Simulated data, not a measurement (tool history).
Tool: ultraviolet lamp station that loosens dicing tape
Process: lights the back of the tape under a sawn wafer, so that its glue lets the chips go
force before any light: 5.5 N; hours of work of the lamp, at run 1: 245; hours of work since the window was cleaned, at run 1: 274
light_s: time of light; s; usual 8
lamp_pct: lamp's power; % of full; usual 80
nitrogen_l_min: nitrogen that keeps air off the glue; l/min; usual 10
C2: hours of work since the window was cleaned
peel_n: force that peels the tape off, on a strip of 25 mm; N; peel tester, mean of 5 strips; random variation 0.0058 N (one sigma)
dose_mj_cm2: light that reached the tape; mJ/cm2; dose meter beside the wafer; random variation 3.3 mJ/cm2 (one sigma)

{"run": 1, "hour": 0.0, "light_s": 8, "lamp_pct": 80, "nitrogen_l_min": 10, "hours of work of the lamp": 245, "C2": 274, "peel_n": 0.239, "dose_mj_cm2": 425}
{"run": 2, "hour": 9.5, "light_s": 8, "lamp_pct": 80, "nitrogen_l_min": 10, "hours of work of the lamp": 251, "C2": 280, "peel_n": 0.217, "dose_mj_cm2": 426}
{"run": 3, "hour": 17.8, "light_s": 8, "lamp_pct": 80, "nitrogen_l_min": 10, "hours of work of the lamp": 256, "C2": 285, "peel_n": 0.227, "dose_mj_cm2": 412}
{"run": 4, "hour": 24.2, "light_s": 8, "lamp_pct": 80, "nitrogen_l_min": 10, "hours of work of the lamp": 260, "C2": 289, "peel_n": 0.238, "dose_mj_cm2": 418}
{"run": 5, "hour": 30.6, "light_s": 8, "lamp_pct": 80, "nitrogen_l_min": 10, "hours of work of the lamp": 264, "C2": 293, "peel_n": 0.235, "dose_mj_cm2": 415}
{"run": 6, "hour": 41.2, "light_s": 8, "lamp_pct": 80, "nitrogen_l_min": 10, "hours of work of the lamp": 271, "C2": 300, "peel_n": 0.239, "dose_mj_cm2": 411}
{"run": 7, "hour": 46.6, "light_s": 8, "lamp_pct": 80, "nitrogen_l_min": 10, "hours of work of the lamp": 274, "C2": 303, "peel_n": 0.234, "dose_mj_cm2": 413}
{"run": 8, "hour": 57.3, "light_s": 11, "lamp_pct": 80, "nitrogen_l_min": 10, "hours of work of the lamp": 281, "C2": 310, "peel_n": 0.15, "dose_mj_cm2": 561}
{"run": 9, "hour": 64.8, "light_s": 11, "lamp_pct": 80, "nitrogen_l_min": 10, "hours of work of the lamp": 285, "C2": 314, "peel_n": 0.132, "dose_mj_cm2": 559}
{"run": 10, "hour": 74.4, "light_s": 11, "lamp_pct": 80, "nitrogen_l_min": 10, "hours of work of the lamp": 292, "C2": 320, "peel_n": 0.134, "dose_mj_cm2": 564}
{"run": 11, "hour": 83.2, "light_s": 11, "lamp_pct": 80, "nitrogen_l_min": 10, "hours of work of the lamp": 297, "C2": 326, "peel_n": 0.131, "dose_mj_cm2": 555}
{"hour": 89.2, "done": "window cleaned of glue's vapour"}
{"run": 12, "hour": 92.6, "light_s": 8, "lamp_pct": 80, "nitrogen_l_min": 10, "hours of work of the lamp": 303, "C2": 2, "peel_n": 0.169, "dose_mj_cm2": 486}
{"run": 13, "hour": 102.4, "light_s": 8, "lamp_pct": 80, "nitrogen_l_min": 10, "hours of work of the lamp": 309, "C2": 8, "peel_n": 0.168, "dose_mj_cm2": 490}
{"run": 14, "hour": 113.1, "light_s": 8, "lamp_pct": 80, "nitrogen_l_min": 10, "hours of work of the lamp": 315, "C2": 15, "peel_n": 0.176, "dose_mj_cm2": 481}
{"run": 15, "hour": 121.3, "light_s": 8, "lamp_pct": 80, "nitrogen_l_min": 10, "hours of work of the lamp": 320, "C2": 20, "peel_n": 0.186, "dose_mj_cm2": 473}
{"run": 16, "hour": 126.7, "light_s": 8, "lamp_pct": 80, "nitrogen_l_min": 10, "hours of work of the lamp": 324, "C2": 23, "peel_n": 0.176, "dose_mj_cm2": 470}
{"run": 17, "hour": 137.6, "light_s": 8, "lamp_pct": 80, "nitrogen_l_min": 10, "hours of work of the lamp": 331, "C2": 30, "peel_n": 0.174, "dose_mj_cm2": 467}
{"run": 18, "hour": 148.5, "light_s": 8, "lamp_pct": 78, "nitrogen_l_min": 10, "hours of work of the lamp": 337, "C2": 37, "peel_n": 0.196, "dose_mj_cm2": 460}
{"run": 19, "hour": 157.2, "light_s": 8, "lamp_pct": 78, "nitrogen_l_min": 10, "hours of work of the lamp": 343, "C2": 42, "peel_n": 0.193, "dose_mj_cm2": 455}
{"run": 20, "hour": 166.3, "light_s": 8, "lamp_pct": 78, "nitrogen_l_min": 10, "hours of work of the lamp": 348, "C2": 48, "peel_n": 0.187, "dose_mj_cm2": 454}
{"run": 21, "hour": 177.0, "light_s": 8, "lamp_pct": 78, "nitrogen_l_min": 10, "hours of work of the lamp": 355, "C2": 55, "peel_n": 0.192, "dose_mj_cm2": 452}
{"run": 22, "hour": 185.3, "light_s": 8, "lamp_pct": 78, "nitrogen_l_min": 10, "hours of work of the lamp": 360, "C2": 60, "peel_n": 0.192, "dose_mj_cm2": 446}
{"run": 23, "hour": 193.0, "light_s": 5, "lamp_pct": 95, "nitrogen_l_min": 4, "hours of work of the lamp": 365, "C2": 65, "peel_n": 0.812, "dose_mj_cm2": 336}

Run 24 comes next. What will it give?
{"run": 24, "hour": 200.9, "light_s": 10, "lamp_pct": 80, "nitrogen_l_min": 8, "hours of work of the lamp": 370, "C2": 70, "peel_n": "?", "dose_mj_cm2": "?"}

peel_n: 0.161 N
dose_mj_cm2: 564 mJ/cm2
Without the tool's hidden state the same run would have given peel_n 0.133 N, dose_mj_cm2 660 mJ/cm2.
